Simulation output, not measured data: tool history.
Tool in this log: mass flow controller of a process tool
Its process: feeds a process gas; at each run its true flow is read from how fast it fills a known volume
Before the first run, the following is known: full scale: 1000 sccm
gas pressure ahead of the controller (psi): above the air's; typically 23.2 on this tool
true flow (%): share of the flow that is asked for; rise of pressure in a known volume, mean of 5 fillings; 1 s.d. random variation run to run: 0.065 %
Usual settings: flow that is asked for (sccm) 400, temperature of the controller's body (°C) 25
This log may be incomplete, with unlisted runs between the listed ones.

run	hour	flow that is asked for (sccm)	gas pressure ahead of the controller (psi)	temperature of the controller's body (°C)	true flow (%)
1	0	400	23.2	25	99.94
2	93.3	400	23.2	25	99.9
3	181.3	400	23.2	25	99.9
4	236.5	400	23.2	25	99.88
5	307.8	400	23.2	25	99.95
6	388.1	400	23.2	25	100.04
7	474.5	400	23.2	25	99.9
8	525.4	400	23.2	25	99.9
9	604.8	400	23.2	25	100
10	698	400	23.2	25	99.96
11	763.8	400	23.2	25	99.83
12	866.7	400	23.2	25	100.03
13	965.5	400	23.2	25	99.91
14	1010.7	400	23.2	25	99.93
15	1076.4	400	23.2	25	100.05
16	1182	400	24.1	25	99.89
17	1272.4	348	32.6	25	99.66
18	1364	348	32.6	25	99.65
19	1438.7	198	33.4	36	99.44
20	1497.2	198	33.4	36	99.33
21	1590	372	25.1	25	99.76
22	1662.1	322	23.2	24	100.14
23	1770.9	948	23.2	34	99.48

5 options for the next run, each taken on its own from the tool as it stands now. Forecast them:
A	1873.4	126	23.2	23	?
B	1873.4	761	39	38	?
C	1873.4	202	21.8	23	?
D	1873.4	362	33.4	34	?
E	1873.4	400	23.2	21	?

run	true flow (%)
A	100.72
B	98.67
C	100.39
D	99.23
E	100.27
With no hidden state in the tool, these same runs would have given:
run	true flow (%)
A	99.76
B	98.72
C	99.88
D	99.05
E	100.13

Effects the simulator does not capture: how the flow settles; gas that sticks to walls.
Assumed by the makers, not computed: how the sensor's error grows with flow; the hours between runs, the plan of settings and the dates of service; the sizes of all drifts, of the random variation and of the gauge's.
